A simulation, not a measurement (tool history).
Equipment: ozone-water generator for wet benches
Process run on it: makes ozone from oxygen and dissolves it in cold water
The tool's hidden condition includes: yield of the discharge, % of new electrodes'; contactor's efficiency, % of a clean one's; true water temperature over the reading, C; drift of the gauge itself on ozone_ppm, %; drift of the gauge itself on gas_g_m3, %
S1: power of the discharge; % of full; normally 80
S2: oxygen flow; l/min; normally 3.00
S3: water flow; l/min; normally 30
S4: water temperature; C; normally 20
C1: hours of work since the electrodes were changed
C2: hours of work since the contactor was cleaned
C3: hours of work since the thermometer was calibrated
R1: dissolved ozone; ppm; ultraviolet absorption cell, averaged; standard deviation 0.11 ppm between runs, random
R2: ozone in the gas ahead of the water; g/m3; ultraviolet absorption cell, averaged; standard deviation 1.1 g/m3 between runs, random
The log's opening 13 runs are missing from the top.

Run 14, hour 1032.8: usual settings but S3 35 l/min; C1 2797; C2 4938; C3 1604. Result: R1 6.9 ppm, R2 176.0 g/m3.
Run 15, hour 1150.6: usual settings but S3 35 l/min; C1 2874; C2 5015; C3 1682. Result: R1 6.8 ppm, R2 174.0 g/m3.
Run 16, hour 1259.4: usual settings but S3 35 l/min; C1 2946; C2 5086; C3 1753. Result: R1 6.7 ppm, R2 175.9 g/m3.
Run 17, hour 1336.4: usual settings but S3 35 l/min; C1 2996; C2 5137; C3 1804. Result: R1 7.0 ppm, R2 173.4 g/m3.
Run 18, hour 1434.9: usual settings but S3 35 l/min; C1 3061; C2 5202; C3 1868. Result: R1 6.8 ppm, R2 175.5 g/m3.
Run 19, hour 1528.1: usual settings but S3 35 l/min; C1 3122; C2 5263; C3 1930. Result: R1 6.6 ppm, R2 173.8 g/m3.
Run 20, hour 1604.2: usual settings but S3 35 l/min, S4 18 C; C1 3172; C2 5313; C3 1980. Result: R1 6.9 ppm, R2 174.3 g/m3.
Run 21, hour 1712.6: usual settings but S3 35 l/min, S4 18 C; C1 3243; C2 5384; C3 2051. Result: R1 6.7 ppm, R2 173.1 g/m3.
Run 22, hour 1836.7: usual settings but S3 35 l/min, S4 18 C; C1 3325; C2 5465; C3 2132. Result: R1 6.9 ppm, R2 174.2 g/m3.
Run 23, hour 1890.9: usual settings but S3 35 l/min, S4 18 C; C1 3360; C2 5501; C3 2168. Result: R1 6.9 ppm, R2 173.8 g/m3.
Run 24, hour 1966.0: usual settings but S1 48 % of full, S2 2.67 l/min, S3 38 l/min, S4 13 C; C1 3410; C2 5550; C3 2217. Result: R1 3.9 ppm, R2 122.8 g/m3.
Run 25, hour 2037.9: usual settings but S1 43 % of full, S2 1.53 l/min, S3 41 l/min, S4 18 C; C1 3457; C2 5598; C3 2264. Result: R1 2.8 ppm, R2 149.6 g/m3.
Run 26, hour 2124.5: usual settings but S4 24 C; C1 3514; C2 5654; C3 2321. Result: R1 7.4 ppm, R2 172.5 g/m3.
Run 27, hour 2222.5: usual settings but S1 55 % of full, S2 3.03 l/min, S3 43 l/min, S4 13 C; C1 3578; C2 5719; C3 2386. Result: R1 3.9 ppm, R2 127.1 g/m3.
Run 28, hour 2344.1: usual settings but S1 47 % of full, S2 1.54 l/min, S3 43 l/min, S4 13 C; C1 3658; C2 5799; C3 2465. Result: R1 2.8 ppm, R2 159.6 g/m3.
Run 29, hour 2465.8: usual settings but S3 23 l/min; C1 3738; C2 5878; C3 2545. Result: R1 10.3 ppm, R2 170.2 g/m3.
Run 30, hour 2524.0: usual settings but S2 4.70 l/min; C1 3776; C2 5917; C3 2583. Result: R1 8.5 ppm, R2 133.5 g/m3.
Run 31, hour 2599.0: usual settings but S2 4.70 l/min; C1 3825; C2 5966; C3 2633. Result: R1 8.3 ppm, R2 133.8 g/m3.
Run 32, hour 2705.1: usual settings but S2 4.70 l/min, S3 26 l/min, S4 26 C; C1 3895; C2 6036; C3 2702. Result: R1 8.9 ppm, R2 134.1 g/m3.
At hour 2770.8: contactor cleaned.
Run 33, hour 2779.6: usual settings but S2 4.70 l/min, S3 26 l/min, S4 26 C; C1 3941; C2 6; C3 2749. Result: R1 9.4 ppm, R2 134.5 g/m3.
Run 34, hour 2875.6: usual settings but S2 2.04 l/min, S3 41 l/min; C1 4004; C2 69; C3 2812. Result: R1 5.4 ppm, R2 206.5 g/m3.

Branching from run 34: 3 alternative next runs. What would each branch give?
Run A, hour 2973.4: usual settings but S2 3.27 l/min, S3 46 l/min; C1 4068; C2 133; C3 2876. Result: R1 ?, R2 ?.
Run B, hour 2973.4: usual settings but S4 28 C; C1 4068; C2 133; C3 2876. Result: R1 ?, R2 ?.
Run C, hour 2973.4: usual settings but S2 2.11 l/min, S3 41 l/min, S4 13 C; C1 4068; C2 133; C3 2876. Result: R1 ?, R2 ?.

run   R1     R2
  A  5.2  160.8
  B  7.7  167.2
  C  5.4  204.0
Take away the tool's hidden state, keep each run's random variation, and the runs would have read:
run   R1     R2
  A  5.9  182.6
  B  8.7  189.9
  C  6.2  231.6
